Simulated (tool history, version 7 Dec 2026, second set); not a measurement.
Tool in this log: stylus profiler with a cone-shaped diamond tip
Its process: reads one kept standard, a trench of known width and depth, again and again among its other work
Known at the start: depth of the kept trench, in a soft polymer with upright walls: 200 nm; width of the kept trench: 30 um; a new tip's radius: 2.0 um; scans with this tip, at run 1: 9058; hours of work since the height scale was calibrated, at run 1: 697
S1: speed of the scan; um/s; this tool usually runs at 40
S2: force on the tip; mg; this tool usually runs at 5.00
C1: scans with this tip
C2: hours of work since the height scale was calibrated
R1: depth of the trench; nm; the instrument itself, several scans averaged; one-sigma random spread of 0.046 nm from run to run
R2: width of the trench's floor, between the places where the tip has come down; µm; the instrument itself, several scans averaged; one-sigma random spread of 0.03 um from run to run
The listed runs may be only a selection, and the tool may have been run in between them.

Run 1, day 0.000: usual settings; C1 9058; C2 697. Result: R1 202.73 nm, R2 27.34 µm.
Run 2, day 0.562: usual settings; C1 9172; C2 706. Result: R1 202.74 nm, R2 27.38 µm.
Run 3, day 1.125: usual settings; C1 9286; C2 715. Result: R1 202.65 nm, R2 27.34 µm.
Run 4, day 1.592: usual settings; C1 9381; C2 722. Result: R1 202.78 nm, R2 27.34 µm.
Run 5, day 2.254: usual settings but S2 4.51 mg; C1 9514; C2 733. Result: R1 202.61 nm, R2 27.37 µm.
Run 6, day 2.700: usual settings but S2 4.51 mg; C1 9604; C2 739. Result: R1 202.63 nm, R2 27.36 µm.
Run 7, day 3.171: usual settings but S1 56 um/s; C1 9699; C2 747. Result: R1 202.69 nm, R2 27.30 µm.
Run 8, day 3.712: usual settings but S1 56 um/s; C1 9809; C2 755. Result: R1 202.85 nm, R2 27.23 µm.
Run 9, day 4.242: usual settings but S1 56 um/s; C1 9916; C2 763. Result: R1 202.75 nm, R2 27.33 µm.
Run 10, day 4.721: usual settings; C1 10013; C2 771. Result: R1 202.73 nm, R2 27.29 µm.
Run 11, day 5.008: usual settings; C1 10071; C2 775. Result: R1 202.77 nm, R2 27.29 µm.
Run 12, day 5.554: usual settings; C1 10182; C2 784. Result: R1 202.79 nm, R2 27.28 µm.
Run 13, day 5.929: usual settings; C1 10257; C2 790. Result: R1 202.76 nm, R2 27.35 µm.
Run 14, day 6.571: usual settings; C1 10388; C2 800. Result: R1 202.75 nm, R2 27.32 µm.
Run 15, day 7.033: usual settings; C1 10481; C2 807. Result: R1 202.66 nm, R2 27.35 µm.
Run 16, day 7.525: usual settings; C1 10581; C2 815. Result: R1 202.79 nm, R2 27.33 µm.
Run 17, day 8.054: usual settings but S1 27 um/s; C1 10688; C2 823. Result: R1 202.71 nm, R2 27.29 µm.
Run 18, day 8.708: usual settings but S2 3.65 mg; C1 10820; C2 833. Result: R1 202.28 nm, R2 27.21 µm.
Run 19, day 9.267: usual settings but S2 3.65 mg; C1 10933; C2 842. Result: R1 202.31 nm, R2 27.27 µm.
Run 20, day 9.842: usual settings but S2 3.65 mg; C1 11049; C2 851. Result: R1 202.30 nm, R2 27.25 µm.
Run 21, day 10.542: usual settings but S2 1.82 mg; C1 11191; C2 862. Result: R1 201.49 nm, R2 27.15 µm.
Run 22, day 11.017: usual settings but S2 1.82 mg; C1 11287; C2 869. Result: R1 201.63 nm, R2 27.14 µm.
Run 23, day 11.371: usual settings but S2 1.82 mg; C1 11358; C2 875. Result: R1 201.58 nm, R2 27.16 µm.
Run 24, day 11.958: usual settings but S2 1.82 mg; C1 11477; C2 884. Result: R1 201.61 nm, R2 27.13 µm.
Run 25, day 12.446: usual settings but S1 28 um/s, S2 4.25 mg; C1 11576; C2 891. Result: R1 202.54 nm, R2 27.25 µm.
Run 26, day 12.792: usual settings but S1 74 um/s, S2 1.91 mg; C1 11646; C2 897. Result: R1 201.68 nm, R2 26.98 µm.
Run 27, day 13.383: usual settings but S1 74 um/s, S2 1.91 mg; C1 11765; C2 906. Result: R1 201.73 nm, R2 26.89 µm.
Run 28, day 13.700: usual settings but S1 92 um/s, S2 2.95 mg; C1 11830; C2 911. Result: R1 202.08 nm, R2 26.93 µm.
Run 29, day 14.092: usual settings but S1 15 um/s, S2 1.69 mg; C1 11909; C2 917. Result: R1 201.54 nm, R2 27.26 µm.
Run 30, day 14.492: usual settings but S1 78 um/s, S2 2.51 mg; C1 11990; C2 923. Result: R1 201.94 nm, R2 26.93 µm.
Run 31, day 14.842: usual settings but S1 78 um/s, S2 2.51 mg; C1 12061; C2 929. Result: R1 202.02 nm, R2 26.96 µm.
Run 32, day 15.162: usual settings but S1 39 um/s, S2 11.61 mg; C1 12125; C2 934. Result: R1 204.60 nm, R2 27.24 µm.
Run 33, day 15.550: usual settings but S1 83 um/s, S2 8.84 mg; C1 12204; C2 940. Result: R1 203.97 nm, R2 27.10 µm.
Run 34, day 15.950: usual settings but S1 83 um/s, S2 8.84 mg; C1 12285; C2 946. Result: R1 203.95 nm, R2 27.06 µm.
Run 35, day 16.354: usual settings but S1 83 um/s, S2 8.84 mg; C1 12367; C2 952. Result: R1 203.94 nm, R2 27.15 µm.
Run 36, day 16.683: usual settings but S1 83 um/s, S2 6.83 mg; C1 12433; C2 957. Result: R1 203.48 nm, R2 27.07 µm.
Run 37, day 17.383: usual settings but S2 2.84 mg; C1 12575; C2 968. Result: R1 202.09 nm, R2 27.16 µm.
Run 38, day 18.075: usual settings but S2 2.84 mg; C1 12715; C2 979. Result: R1 202.03 nm, R2 27.15 µm.
At day 18.221: new tip fitted, height scale calibrated.
Run 39, day 18.658: usual settings but S1 92 um/s, S2 2.84 mg; C1 89; C2 7. Result: R1 201.70 nm, R2 27.89 µm.
Run 40, day 19.217: usual settings but S1 92 um/s, S2 7.91 mg; C1 202; C2 16. Result: R1 203.21 nm, R2 28.05 µm.
Run 41, day 19.817: usual settings but S1 64 um/s, S2 7.91 mg; C1 323; C2 25. Result: R1 203.28 nm, R2 28.07 µm.
Run 42, day 20.504: usual settings but S1 51 um/s, S2 3.14 mg; C1 462; C2 36. Result: R1 201.74 nm, R2 27.99 µm.
Run 43, day 20.954: usual settings but S1 11 um/s, S2 14.92 mg; C1 553; C2 43. Result: R1 205.01 nm, R2 28.21 µm.

What if the next run were any one of these 4? Each begins from the tool's condition after run 43:
Run A, day 21.521: usual settings but S1 11 um/s, S2 1.70 mg; C1 668; C2 51. Result: R1 ?, R2 ?.
Run B, day 21.521: usual settings but S1 35 um/s, S2 7.43 mg; C1 668; C2 51. Result: R1 ?, R2 ?.
Run C, day 21.521: usual settings but S1 34 um/s; C1 668; C2 51. Result: R1 ?, R2 ?.
Run D, day 21.521: usual settings but S1 61 um/s, S2 7.41 mg; C1 668; C2 51. Result: R1 ?, R2 ?.

run      R1     R2
  A  201.11  28.11
  B  203.20  28.13
  C  202.40  28.10
  D  203.14  28.09
The same runs, with their run-to-run variation unchanged, on a tool lacking any hidden condition would have given:
run      R1     R2
  A  201.12  28.13
  B  203.21  28.16
  C  202.41  28.13
  D  203.15  28.12
